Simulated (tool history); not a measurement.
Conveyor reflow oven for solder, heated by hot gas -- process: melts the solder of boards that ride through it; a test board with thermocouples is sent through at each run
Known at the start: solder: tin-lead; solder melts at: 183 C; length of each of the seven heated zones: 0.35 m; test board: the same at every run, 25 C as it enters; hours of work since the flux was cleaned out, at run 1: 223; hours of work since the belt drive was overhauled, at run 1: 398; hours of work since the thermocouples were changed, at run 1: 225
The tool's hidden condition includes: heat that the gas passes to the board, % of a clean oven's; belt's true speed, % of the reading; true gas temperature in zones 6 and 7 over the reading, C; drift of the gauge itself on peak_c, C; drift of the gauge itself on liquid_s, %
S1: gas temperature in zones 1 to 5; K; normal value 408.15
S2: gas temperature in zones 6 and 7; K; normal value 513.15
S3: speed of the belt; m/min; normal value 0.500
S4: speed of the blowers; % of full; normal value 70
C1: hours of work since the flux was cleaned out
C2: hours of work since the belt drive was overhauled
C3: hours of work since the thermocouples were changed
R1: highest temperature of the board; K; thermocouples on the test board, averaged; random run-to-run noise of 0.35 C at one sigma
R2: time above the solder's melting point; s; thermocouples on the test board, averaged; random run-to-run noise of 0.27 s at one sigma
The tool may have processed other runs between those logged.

run	day	S1	S2	S3	S4	C1	C2	C3	R1	R2
1	0.000	408.15	513.15	0.500	70	223	398	225	499.65	68.6
2	1.167	408.15	513.15	0.500	70	236	411	238	499.45	69.0
3	2.350	408.15	517.15	0.500	70	249	424	252	503.05	71.3
4	3.938	409.15	517.15	0.500	70	267	442	269	503.05	71.6
5	5.250	408.15	513.15	0.500	70	282	457	284	499.15	69.3
6	6.029	408.15	513.15	0.500	70	291	465	293	499.15	69.0
7	7.125	409.15	513.15	0.500	70	303	478	305	499.35	68.7
8	7.817	408.15	513.15	0.500	70	311	486	313	499.65	68.8
9	9.038	408.15	513.15	0.500	75	324	499	327	500.45	69.1
10	10.642	408.15	513.15	0.500	70	342	517	345	499.15	69.2
11	11.550	408.15	513.15	0.500	70	353	528	355	499.25	68.4
12	13.138	408.15	513.15	0.500	70	371	545	373	498.85	68.8
13	14.338	408.15	513.15	0.500	70	384	559	386	499.45	68.6
14	15.867	408.15	513.15	0.500	70	401	576	404	499.15	68.7
15	17.321	408.15	513.15	0.500	70	418	592	420	499.35	69.1
# day 18.125: flux residue cleaned out of gas plates and filters
16	18.512	407.15	513.15	0.500	63	4	603	431	498.25	67.1
17	19.996	394.15	513.15	0.500	63	21	620	448	495.75	61.9
18	21.204	397.15	527.15	0.500	70	35	634	461	510.95	72.3
19	22.412	397.15	527.15	0.500	70	48	647	475	510.95	72.3
20	23.742	397.15	527.15	0.500	70	63	662	490	510.75	72.5
21	24.508	397.15	527.15	0.500	70	72	671	498	510.75	71.9

Forecast each of these 4 alternatives for the next run:
A	25.512	408.15	517.15	0.500	70	83	682	510	?	?
B	25.512	397.15	514.15	0.500	70	83	682	510	?	?
C	25.512	415.15	513.15	0.512	88	83	682	510	?	?
D	25.512	397.15	527.15	0.500	85	83	682	510	?	?

run	R1	R2
A	503.45	71.1
B	498.35	65.2
C	502.25	72.0
D	513.35	73.5
Without the tool's unlogged condition, the same runs would have read:
run	R1	R2
A	503.35	71.0
B	498.25	65.1
C	502.15	71.9
D	513.35	73.4
